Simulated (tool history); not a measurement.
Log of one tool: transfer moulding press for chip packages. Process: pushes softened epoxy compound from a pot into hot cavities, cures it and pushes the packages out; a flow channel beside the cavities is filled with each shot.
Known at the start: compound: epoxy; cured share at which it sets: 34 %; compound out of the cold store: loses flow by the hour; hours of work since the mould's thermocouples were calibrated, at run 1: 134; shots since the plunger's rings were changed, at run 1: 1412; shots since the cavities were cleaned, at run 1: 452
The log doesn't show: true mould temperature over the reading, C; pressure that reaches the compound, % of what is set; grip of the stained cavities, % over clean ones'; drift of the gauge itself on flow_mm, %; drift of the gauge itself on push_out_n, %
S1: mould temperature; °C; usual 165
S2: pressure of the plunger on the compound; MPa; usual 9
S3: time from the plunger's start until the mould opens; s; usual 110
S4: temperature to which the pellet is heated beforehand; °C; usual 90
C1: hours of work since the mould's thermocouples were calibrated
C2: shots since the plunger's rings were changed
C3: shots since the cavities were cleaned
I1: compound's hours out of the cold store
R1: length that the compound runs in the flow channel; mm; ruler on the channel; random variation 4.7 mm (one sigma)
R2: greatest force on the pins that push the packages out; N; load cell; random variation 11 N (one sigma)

{"run": 1, "hour": 0.0, "S1": 165, "S2": 9, "S3": 110, "S4": 90, "C1": 134, "C2": 1412, "C3": 452, "I1": 40.1, "R1": 808, "R2": 707}
{"hour": 13.3, "done": "cavities cleaned with cleaning compound and waxed"}
{"run": 2, "hour": 15.7, "S1": 165, "S2": 9, "S3": 110, "S4": 90, "C1": 142, "C2": 1541, "C3": 22, "I1": 39.9, "R1": 803, "R2": 847}
{"run": 3, "hour": 22.7, "S1": 165, "S2": 9, "S3": 110, "S4": 90, "C1": 146, "C2": 1605, "C3": 86, "I1": 8.6, "R1": 956, "R2": 893}
{"run": 4, "hour": 31.4, "S1": 165, "S2": 9, "S3": 110, "S4": 81, "C1": 151, "C2": 1684, "C3": 165, "I1": 40.7, "R1": 808, "R2": 884}
{"hour": 43.7, "done": "cavities cleaned with cleaning compound and waxed, once more"}
{"run": 5, "hour": 43.7, "S1": 165, "S2": 9, "S3": 110, "S4": 81, "C1": 157, "C2": 1783, "C3": 0, "I1": 26.8, "R1": 871, "R2": 545}
{"run": 6, "hour": 58.6, "S1": 165, "S2": 9, "S3": 110, "S4": 81, "C1": 165, "C2": 1918, "C3": 135, "I1": 20, "R1": 903, "R2": 637}
{"run": 7, "hour": 69.2, "S1": 165, "S2": 9, "S3": 110, "S4": 81, "C1": 171, "C2": 2014, "C3": 231, "I1": 36.9, "R1": 829, "R2": 665}
{"run": 8, "hour": 77.6, "S1": 161, "S2": 8.29, "S3": 93, "S4": 81, "C1": 176, "C2": 2091, "C3": 308, "I1": 9.3, "R1": 932, "R2": 1447}
{"run": 9, "hour": 92.5, "S1": 161, "S2": 8.29, "S3": 93, "S4": 81, "C1": 184, "C2": 2226, "C3": 443, "I1": 28.8, "R1": 832, "R2": 1380}
{"hour": 106.8, "done": "cavities cleaned with cleaning compound and waxed"}
{"run": 10, "hour": 106.8, "S1": 161, "S2": 7.74, "S3": 93, "S4": 81, "C1": 192, "C2": 2343, "C3": 0, "I1": 37.3, "R1": 764, "R2": 974}
{"run": 11, "hour": 122.6, "S1": 162, "S2": 7.84, "S3": 110, "S4": 90, "C1": 201, "C2": 2487, "C3": 144, "I1": 11.9, "R1": 877, "R2": 777}
{"run": 12, "hour": 131.7, "S1": 159, "S2": 7.7, "S3": 110, "S4": 88, "C1": 206, "C2": 2569, "C3": 226, "I1": 40.5, "R1": 751, "R2": 922}
{"run": 13, "hour": 147.0, "S1": 161, "S2": 10.37, "S3": 110, "S4": 96, "C1": 215, "C2": 2709, "C3": 366, "I1": 30.6, "R1": 918, "R2": 891}
{"run": 14, "hour": 158.2, "S1": 165, "S2": 7.5, "S3": 110, "S4": 98, "C1": 221, "C2": 2811, "C3": 468, "I1": 10.2, "R1": 856, "R2": 757}

4 ways to go on from here, each from the tool as it stands after run 14. What would each give?
{"run": "A", "hour": 165.5, "S1": 168, "S2": 9.1, "S3": 125, "S4": 90, "C1": 225, "C2": 2878, "C3": 535, "I1": 8.3, "R1": "?", "R2": "?"}
{"run": "B", "hour": 165.5, "S1": 169, "S2": 7.5, "S3": 110, "S4": 98, "C1": 225, "C2": 2878, "C3": 535, "I1": 15.8, "R1": "?", "R2": "?"}
{"run": "C", "hour": 165.5, "S1": 159, "S2": 7.5, "S3": 104, "S4": 92, "C1": 225, "C2": 2878, "C3": 535, "I1": 25.1, "R1": "?", "R2": "?"}
{"run": "D", "hour": 165.5, "S1": 162, "S2": 9.15, "S3": 110, "S4": 90, "C1": 225, "C2": 2878, "C3": 535, "I1": 11.6, "R1": "?", "R2": "?"}

run=A R1=948 R2=617
run=B R1=820 R2=644
run=C R1=815 R2=1262
run=D R1=954 R2=1004
Without the tool's hidden state the same runs would have given:
run=A R1=981 R2=424
run=B R1=849 R2=442
run=C R1=844 R2=850
run=D R1=987 R2=678
